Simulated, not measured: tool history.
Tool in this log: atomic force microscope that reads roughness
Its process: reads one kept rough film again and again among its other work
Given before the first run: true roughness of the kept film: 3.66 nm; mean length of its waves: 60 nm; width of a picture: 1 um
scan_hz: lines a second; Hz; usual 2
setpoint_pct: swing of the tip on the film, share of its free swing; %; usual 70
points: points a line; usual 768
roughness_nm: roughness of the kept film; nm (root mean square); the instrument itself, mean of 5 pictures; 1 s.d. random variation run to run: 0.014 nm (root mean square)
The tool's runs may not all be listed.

run,day,scan_hz,setpoint_pct,points,roughness_nm
1,0,2,70,768,3.253
2,1.192,2,70,768,3.217
3,2.05,2,67,768,3.203
4,3.179,2,67,768,3.213
5,3.867,2,70,475,3.158
# day 4.8: new tip fitted
6,5.525,2,72,768,3.253
7,6.371,2,72,768,3.253
8,7.512,2,70,768,3.236
9,8.612,2,70,590,3.203
10,9.292,2,70,590,3.196
11,10.658,2,70,590,3.162
12,11.617,2,70,590,3.114
# day 11.996: new tip fitted
13,13.05,2,70,314,3.283
14,14,2,70,314,3.216
15,15.15,2,75,768,3.141
16,16.167,2,70,768,3.207
17,17.621,2,70,768,3.154
18,18.654,2,70,768,3.136
# day 19.154: new tip fitted
19,19.85,2,68,768,3.33
20,20.871,2,70,768,3.239
21,22.475,1.51,70,768,3.267
22,23.421,1.51,70,768,3.282
23,24.304,1.51,70,280,3.226
24,24.988,1.51,70,280,3.197
# day 26.367: new tip fitted
25,26.567,1.51,70,280,3.406
26,28.142,1.51,70,280,3.354
27,29.721,1.44,69,711,3.312
28,30.588,2.02,70,787,3.234
29,31.383,2.02,70,787,3.166
30,32.883,2,70,842,3.173
# day 33.521: new tip fitted
31,34.217,2.24,57,313,3.433
32,34.983,0.91,63,313,3.481
33,36.112,2.82,63,313,3.26
34,37.379,0.59,83,768,3.35
35,38.708,2.7,56,768,3.315
36,39.775,2.85,56,459,3.25
# day 40.696: new tip fitted
37,40.971,1.71,70,768,3.361
38,42.133,0.54,70,768,3.495
39,43.05,2,72,768,3.228
40,44.538,0.73,65,518,3.435
41,46.183,0.73,65,518,3.38
42,47.662,0.73,65,518,3.332
# day 47.804: new tip fitted
43,48.779,0.73,65,518,3.523
44,50.221,0.73,65,518,3.479
45,51.417,1.43,76,574,3.263
46,52.512,0.73,69,768,3.381
47,53.208,2,82,813,2.984
48,54.667,2,82,813,2.939
# day 54.95: new tip fitted
49,55.679,1.8,83,366,3.134
50,56.45,1.8,66,366,3.379
51,57.912,0.82,81,608,3.371
52,58.804,2.04,77,822,3.11

Table of differences, measured result less the result of that run with no hidden state. Run-to-run variation is the same in both. Gauge scatter possibly is not:
Hidden state at play: radius of the tip, nm; height scale over the true one, %; drift of the gauge itself on roughness_nm, %.
run,roughness_nm
1,-0.035
2,-0.071
3,-0.097
4,-0.129
5,-0.145
6,+0.006
7,-0.023
8,-0.054
9,-0.085
10,-0.105
11,-0.145
12,-0.172
13,-0.005
14,-0.035
15,-0.067
16,-0.099
17,-0.137
18,-0.166
19,+0.011
20,-0.021
21,-0.071
22,-0.1
23,-0.123
24,-0.141
25,+0.038
26,-0.008
27,-0.057
28,-0.082
29,-0.102
30,-0.148
31,+0.022
32,-0.005
33,-0.039
34,-0.078
35,-0.12
36,-0.149
37,+0.044
38,+0.009
39,-0.021
40,-0.072
41,-0.124
42,-0.166
43,+0.026
44,-0.024
45,-0.059
46,-0.096
47,-0.103
48,-0.143
49,+0.036
50,+0.02
51,-0.027
52,-0.05
